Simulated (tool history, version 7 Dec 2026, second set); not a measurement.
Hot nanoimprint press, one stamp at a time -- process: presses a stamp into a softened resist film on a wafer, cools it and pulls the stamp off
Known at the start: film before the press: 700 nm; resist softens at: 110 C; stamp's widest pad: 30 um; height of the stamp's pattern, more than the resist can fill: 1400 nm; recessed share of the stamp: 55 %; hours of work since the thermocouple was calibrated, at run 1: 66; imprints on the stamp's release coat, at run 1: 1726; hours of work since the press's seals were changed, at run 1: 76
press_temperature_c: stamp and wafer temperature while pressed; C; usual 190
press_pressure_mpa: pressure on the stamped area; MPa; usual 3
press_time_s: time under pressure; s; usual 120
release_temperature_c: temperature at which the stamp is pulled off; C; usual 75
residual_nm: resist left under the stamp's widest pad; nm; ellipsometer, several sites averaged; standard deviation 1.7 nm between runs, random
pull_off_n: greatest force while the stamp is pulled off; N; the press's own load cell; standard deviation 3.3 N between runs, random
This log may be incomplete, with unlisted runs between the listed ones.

run   hour  press_temperature_c  press_pressure_mpa  press_time_s  release_temperature_c  hours of work since the thermocouple was calibrated  imprints on the stamp's release coat  hours of work since the press's seals were changed  residual_nm  pull_off_n
  1      0                  190                   3           120                     75                                                   66                                  1726                                                  76        278.3         251
  2    6.2                  190                   3           120                     75                                                   69                                  1740                                                  79        274.8         243
  3   12.1                  190                   3           120                     75                                                   72                                  1754                                                  82        277.8         256
  4   20.8                  190                   3           120                     75                                                   76                                  1774                                                  86        278.4         240
  5   26.9                  190                   3           120                     75                                                   79                                  1787                                                  89        275.4         238
  6   35.7                  190                   3           120                     75                                                   83                                  1807                                                  93        275.4         246
      48.4  -- stamp cleaned and given a new release coat
  7   53.2                  179                   3           120                     75                                                   88                                    11                                                  98        456.7         159
  8   59.8                  179                   3           120                     75                                                   91                                    26                                                 101        461.4         160
  9   67.9                  179                   3            74                     75                                                   95                                    44                                                 105        513.5         161
 10   74.3                  179                   3            74                     75                                                   98                                    59                                                 108        517.6         164
 11   85.7                  179                   3            74                     75                                                  104                                    85                                                 113        524.5         165
 12   94.3                  190                 4.3           120                     75                                                  108                                   104                                                 117        237.1         158
 13  101.2                  190                   3           120                     75                                                  111                                   120                                                 121        279.5         168
 14  108.6                  190                   3           120                     75                                                  114                                   136                                                 124        282.2         172
 15  118.3                  190                   3            76                     75                                                  119                                   158                                                 129          337         168
 16  123.6                  190                   3            76                     67                                                  121                                   170                                                 131        334.9         186
 17  136.1                  190                3.28           120                     71                                                  127                                   199                                                 137          271         185
 18  144.9                  190                   3           109                     83                                                  131                                   218                                                 141        294.2         138
 19    155                  190                   3           109                     83                                                  136                                   241                                                 146        292.7         148
 20  165.3                  190                   3           109                     83                                                  141                                   265                                                 150        293.4         145
 21  173.4                  190                   3           118                     83                                                  144                                   283                                                 154          283         148
 22    185                  190                   3           118                     83                                                  150                                   309                                                 160        283.5         145
 23  195.1                  184                2.49            95                     75                                                  154                                   332                                                 164        433.3         174
 24  205.3                  184                2.49            91                     75                                                  159                                   355                                                 169        441.9         181
 25    215                  184                2.49            91                     75                                                  164                                   377                                                 174        438.9         167
 26  221.4                  184                2.49            91                     75                                                  167                                   392                                                 177        436.4         174
 27  228.1                  184                2.49            91                     75                                                  170                                   407                                                 180        439.3         179
 28  235.9                  184                2.49            91                     75                                                  173                                   424                                                 183        439.7         188
 29  242.5                  192                3.92           120                     69                                                  176                                   439                                                 186        227.1         208
 30  248.3                  190                   3            87                     74                                                  179                                   452                                                 189        318.3         191

Same runs, no hidden state in the tool, same run-to-run variation:
What the log doesn't record here: true temperature over the reading, C; pressure that arrives at the usual setting, %; grip of the stamp's worn release coat, % over a new coat's; drift of the gauge itself on residual_nm, %; drift of the gauge itself on pull_off_n, %.
run  residual_nm  pull_off_n
  1        272.5         165
  2        268.8         158
  3        271.6         166
  4        271.9         155
  5        268.8         154
  6        268.5         159
  7        447.2         157
  8        451.5         158
  9        504.4         158
 10        508.2         159
 11        514.6         160
 12        229.2         152
 13        270.8         161
 14        273.2         163
 15        326.7         159
 16        324.5         176
 17        261.4         173
 18        283.8         127
 19        282.1         136
 20        282.5         132
 21        272.1         135
 22        272.1         131
 23        418.9         157
 24        427.1         162
 25        423.9         148
 26        421.2         153
 27        423.8         158
 28        423.9         165
 29        215.8         182
 30        304.2         166
